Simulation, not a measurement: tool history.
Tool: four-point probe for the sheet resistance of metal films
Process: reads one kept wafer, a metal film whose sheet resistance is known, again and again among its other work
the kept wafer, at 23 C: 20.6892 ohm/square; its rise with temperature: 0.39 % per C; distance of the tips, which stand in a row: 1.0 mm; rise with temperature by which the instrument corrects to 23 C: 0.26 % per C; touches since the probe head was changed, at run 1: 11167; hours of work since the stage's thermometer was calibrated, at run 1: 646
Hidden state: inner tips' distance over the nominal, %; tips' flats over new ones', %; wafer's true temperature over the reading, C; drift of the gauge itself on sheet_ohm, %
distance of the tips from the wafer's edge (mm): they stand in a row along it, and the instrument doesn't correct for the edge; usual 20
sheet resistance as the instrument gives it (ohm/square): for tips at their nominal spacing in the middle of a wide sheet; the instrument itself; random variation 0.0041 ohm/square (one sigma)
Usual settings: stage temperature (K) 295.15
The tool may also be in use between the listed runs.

run,hour,stage temperature (K),distance of the tips from the wafer's edge (mm),touches since the probe head was changed,hours of work since the stage's thermometer was calibrated,sheet resistance as the instrument gives it (ohm/square)
1,0,295.15,20,11167,646,20.678309
2,23.7,295.15,20,11433,657,20.687595
3,37.4,295.15,20,11587,664,20.685465
4,58.7,295.15,20,11827,674,20.688418
5,83,295.15,20,12099,685,20.686213
6,103.2,295.15,20,12326,695,20.68709
7,120.1,295.15,16,12515,703,20.694588
8,136.2,295.15,16,12696,710,20.702375
9,159,306.15,20,12952,721,20.964895
10,170,306.15,20,13076,726,20.966573
11,181.8,291.15,20,13209,731,20.576803

Forecast run 12:
12,202.6,291.15,20,13442,741,?

{"run 12": {"sheet resistance as the instrument gives it (ohm/square)": 20.584234}}
Without the tool's hidden state the same run would have given sheet resistance as the instrument gives it (ohm/square) 20.58566.

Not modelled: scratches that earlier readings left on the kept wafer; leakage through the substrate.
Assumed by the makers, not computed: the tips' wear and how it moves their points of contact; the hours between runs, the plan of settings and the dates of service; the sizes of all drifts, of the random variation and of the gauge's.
